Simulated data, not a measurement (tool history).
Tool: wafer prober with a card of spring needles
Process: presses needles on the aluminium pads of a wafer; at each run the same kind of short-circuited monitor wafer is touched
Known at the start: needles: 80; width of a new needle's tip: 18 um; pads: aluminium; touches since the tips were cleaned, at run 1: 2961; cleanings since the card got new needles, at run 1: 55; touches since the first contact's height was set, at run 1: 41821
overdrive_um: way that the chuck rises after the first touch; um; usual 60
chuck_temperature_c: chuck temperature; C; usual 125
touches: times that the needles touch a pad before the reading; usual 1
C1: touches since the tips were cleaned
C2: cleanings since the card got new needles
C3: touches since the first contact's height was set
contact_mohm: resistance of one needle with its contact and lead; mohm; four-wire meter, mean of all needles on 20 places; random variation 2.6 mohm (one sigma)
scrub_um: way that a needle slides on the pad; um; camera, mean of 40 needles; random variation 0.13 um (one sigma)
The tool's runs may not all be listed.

{"run": 1, "hour": 0.0, "overdrive_um": 60, "chuck_temperature_c": 125, "touches": 1, "C1": 2961, "C2": 55, "C3": 41821, "contact_mohm": 323, "scrub_um": 13.4}
{"hour": 1.0, "done": "tips cleaned on abrasive film"}
{"hour": 12.4, "done": "tips cleaned on abrasive film"}
{"run": 2, "hour": 16.8, "overdrive_um": 60, "chuck_temperature_c": 125, "touches": 1, "C1": 1369, "C2": 57, "C3": 46979, "contact_mohm": 313, "scrub_um": 13.38}
{"hour": 23.6, "done": "tips cleaned on abrasive film"}
{"run": 3, "hour": 30.7, "overdrive_um": 60, "chuck_temperature_c": 125, "touches": 1, "C1": 2216, "C2": 58, "C3": 51260, "contact_mohm": 323, "scrub_um": 13.43}
{"hour": 34.2, "done": "tips cleaned on abrasive film"}
{"run": 4, "hour": 43.5, "overdrive_um": 60, "chuck_temperature_c": 125, "touches": 1, "C1": 2878, "C2": 59, "C3": 55186, "contact_mohm": 321, "scrub_um": 13.46}
{"hour": 45.0, "done": "tips cleaned on abrasive film"}
{"hour": 55.2, "done": "tips cleaned on abrasive film"}
{"run": 5, "hour": 62.7, "overdrive_um": 60, "chuck_temperature_c": 125, "touches": 1, "C1": 2316, "C2": 61, "C3": 61088, "contact_mohm": 320, "scrub_um": 13.45}
{"hour": 66.7, "done": "tips cleaned on abrasive film"}
{"hour": 78.2, "done": "tips cleaned on abrasive film"}
{"run": 6, "hour": 82.8, "overdrive_um": 60, "chuck_temperature_c": 125, "touches": 1, "C1": 1425, "C2": 63, "C3": 67266, "contact_mohm": 318, "scrub_um": 13.5}
{"hour": 89.7, "done": "tips cleaned on abrasive film"}
{"run": 7, "hour": 92.5, "overdrive_um": 60, "chuck_temperature_c": 40, "touches": 1, "C1": 848, "C2": 64, "C3": 70237, "contact_mohm": 280, "scrub_um": 13.15}
{"hour": 99.8, "done": "tips cleaned on abrasive film"}
{"run": 8, "hour": 104.6, "overdrive_um": 60, "chuck_temperature_c": 40, "touches": 1, "C1": 1516, "C2": 65, "C3": 73992, "contact_mohm": 294, "scrub_um": 13.51}
{"hour": 110.6, "done": "tips cleaned on abrasive film"}
{"run": 9, "hour": 117.3, "overdrive_um": 60, "chuck_temperature_c": 40, "touches": 1, "C1": 2077, "C2": 66, "C3": 77900, "contact_mohm": 291, "scrub_um": 13.25}
{"hour": 120.6, "done": "tips cleaned on abrasive film"}
{"hour": 131.7, "done": "tips cleaned on abrasive film"}
{"run": 10, "hour": 138.5, "overdrive_um": 44, "chuck_temperature_c": 40, "touches": 1, "C1": 2110, "C2": 68, "C3": 84410, "contact_mohm": 318, "scrub_um": 9.37}
{"hour": 143.1, "done": "tips cleaned on abrasive film"}
{"run": 11, "hour": 151.7, "overdrive_um": 58, "chuck_temperature_c": 40, "touches": 1, "C1": 2666, "C2": 69, "C3": 88461, "contact_mohm": 297, "scrub_um": 12.68}
{"hour": 153.0, "done": "tips cleaned on abrasive film"}
{"hour": 163.8, "done": "tips cleaned on abrasive film"}
{"run": 12, "hour": 167.8, "overdrive_um": 58, "chuck_temperature_c": 40, "touches": 1, "C1": 1234, "C2": 71, "C3": 93392, "contact_mohm": 288, "scrub_um": 12.44}
{"hour": 174.1, "done": "tips cleaned on abrasive film"}
{"hour": 184.0, "done": "tips cleaned on abrasive film"}
{"run": 13, "hour": 184.0, "overdrive_um": 60, "chuck_temperature_c": 125, "touches": 1, "C1": 0, "C2": 73, "C3": 98384, "contact_mohm": 297, "scrub_um": 13.23}
{"hour": 185.7, "done": "height of the first contact set anew"}
{"run": 14, "hour": 193.5, "overdrive_um": 60, "chuck_temperature_c": 125, "touches": 1, "C1": 2832, "C2": 73, "C3": 2419, "contact_mohm": 326, "scrub_um": 12.78}
{"hour": 195.3, "done": "tips cleaned on abrasive film"}
{"hour": 205.5, "done": "tips cleaned on abrasive film"}
{"run": 15, "hour": 210.6, "overdrive_um": 60, "chuck_temperature_c": 125, "touches": 1, "C1": 1557, "C2": 75, "C3": 7663, "contact_mohm": 315, "scrub_um": 12.72}
{"hour": 216.2, "done": "tips cleaned on abrasive film"}
{"run": 16, "hour": 221.5, "overdrive_um": 60, "chuck_temperature_c": 125, "touches": 2, "C1": 1656, "C2": 76, "C3": 11028, "contact_mohm": 311, "scrub_um": 13}
{"hour": 226.1, "done": "height of the first contact set anew, once more"}
{"hour": 227.0, "done": "tips cleaned on abrasive film"}
{"hour": 237.2, "done": "tips cleaned on abrasive film"}
{"run": 17, "hour": 240.8, "overdrive_um": 45, "chuck_temperature_c": 125, "touches": 1, "C1": 1107, "C2": 78, "C3": 4512, "contact_mohm": 325, "scrub_um": 10.37}
{"hour": 247.2, "done": "tips cleaned on abrasive film"}
{"run": 18, "hour": 253.3, "overdrive_um": 45, "chuck_temperature_c": 65, "touches": 2, "C1": 1886, "C2": 79, "C3": 8355, "contact_mohm": 309, "scrub_um": 10.39}
{"hour": 257.8, "done": "tips cleaned on abrasive film"}
{"run": 19, "hour": 263.7, "overdrive_um": 52, "chuck_temperature_c": 121, "touches": 2, "C1": 1818, "C2": 80, "C3": 11546, "contact_mohm": 304, "scrub_um": 11.78}
{"hour": 268.3, "done": "tips cleaned on abrasive film"}
{"run": 20, "hour": 275.5, "overdrive_um": 52, "chuck_temperature_c": 121, "touches": 2, "C1": 2221, "C2": 81, "C3": 15175, "contact_mohm": 317, "scrub_um": 11.67}
{"hour": 278.4, "done": "tips cleaned on abrasive film"}
{"hour": 289.7, "done": "tips cleaned on abrasive film"}
{"run": 21, "hour": 290.5, "overdrive_um": 64, "chuck_temperature_c": 125, "touches": 2, "C1": 250, "C2": 83, "C3": 19780, "contact_mohm": 295, "scrub_um": 14.38}
{"hour": 300.9, "done": "tips cleaned on abrasive film"}
{"run": 22, "hour": 305.4, "overdrive_um": 80, "chuck_temperature_c": 88, "touches": 2, "C1": 1391, "C2": 84, "C3": 24360, "contact_mohm": 286, "scrub_um": 17.96}
{"hour": 311.8, "done": "tips cleaned on abrasive film"}
{"run": 23, "hour": 320.5, "overdrive_um": 80, "chuck_temperature_c": 78, "touches": 3, "C1": 2718, "C2": 85, "C3": 29036, "contact_mohm": 281, "scrub_um": 18.04}
{"hour": 321.8, "done": "tips cleaned on abrasive film"}
{"hour": 332.4, "done": "tips cleaned on abrasive film"}
{"run": 24, "hour": 334.0, "overdrive_um": 74, "chuck_temperature_c": 26, "touches": 2, "C1": 516, "C2": 87, "C3": 33167, "contact_mohm": 268, "scrub_um": 16.84}
{"hour": 343.1, "done": "tips cleaned on abrasive film"}
{"run": 25, "hour": 351.2, "overdrive_um": 75, "chuck_temperature_c": 32, "touches": 2, "C1": 2530, "C2": 88, "C3": 38470, "contact_mohm": 276, "scrub_um": 17.19}
{"hour": 354.6, "done": "tips cleaned on abrasive film"}
{"hour": 364.6, "done": "tips cleaned on abrasive film"}
{"run": 26, "hour": 367.9, "overdrive_um": 62, "chuck_temperature_c": 37, "touches": 1, "C1": 1019, "C2": 90, "C3": 43576, "contact_mohm": 284, "scrub_um": 13.55}
{"hour": 374.6, "done": "tips cleaned on abrasive film"}
{"run": 27, "hour": 378.5, "overdrive_um": 62, "chuck_temperature_c": 37, "touches": 1, "C1": 1214, "C2": 91, "C3": 46857, "contact_mohm": 286, "scrub_um": 13.99}
{"hour": 385.7, "done": "tips cleaned on abrasive film"}
{"run": 28, "hour": 394.5, "overdrive_um": 68, "chuck_temperature_c": 72, "touches": 1, "C1": 2719, "C2": 92, "C3": 51782, "contact_mohm": 298, "scrub_um": 15.28}
{"hour": 395.9, "done": "tips cleaned on abrasive film"}
{"hour": 407.2, "done": "tips cleaned on abrasive film"}
{"run": 29, "hour": 415.8, "overdrive_um": 73, "chuck_temperature_c": 31, "touches": 2, "C1": 2681, "C2": 94, "C3": 58337, "contact_mohm": 282, "scrub_um": 16.31}

Some steps in contact_mohm between neighbouring runs. How much of each would the tool show without its hidden state too (settings, what came in, random variation), and how much is left for the hidden state, with any gauge scatter that isn't in both results?
The hidden state here: debris on the tips, nm; way that the needles fall short of the set height, um; tips' diameter, um; drift of the gauge itself on contact_mohm, %; drift of the gauge itself on scrub_um, %.
Run 6 -> 7: chuck_temperature_c 125 -> 40, tips cleaned on abrasive film. contact_mohm -38 mohm: hidden state -6, all else -32.
Run 9 -> 10: overdrive_um 60 -> 44, tips cleaned on abrasive film, tips cleaned on abrasive film. contact_mohm +27 mohm: hidden state +24, all else +3.
Run 13 -> 14: height of the first contact set anew. contact_mohm +29 mohm: hidden state +27, all else +2.
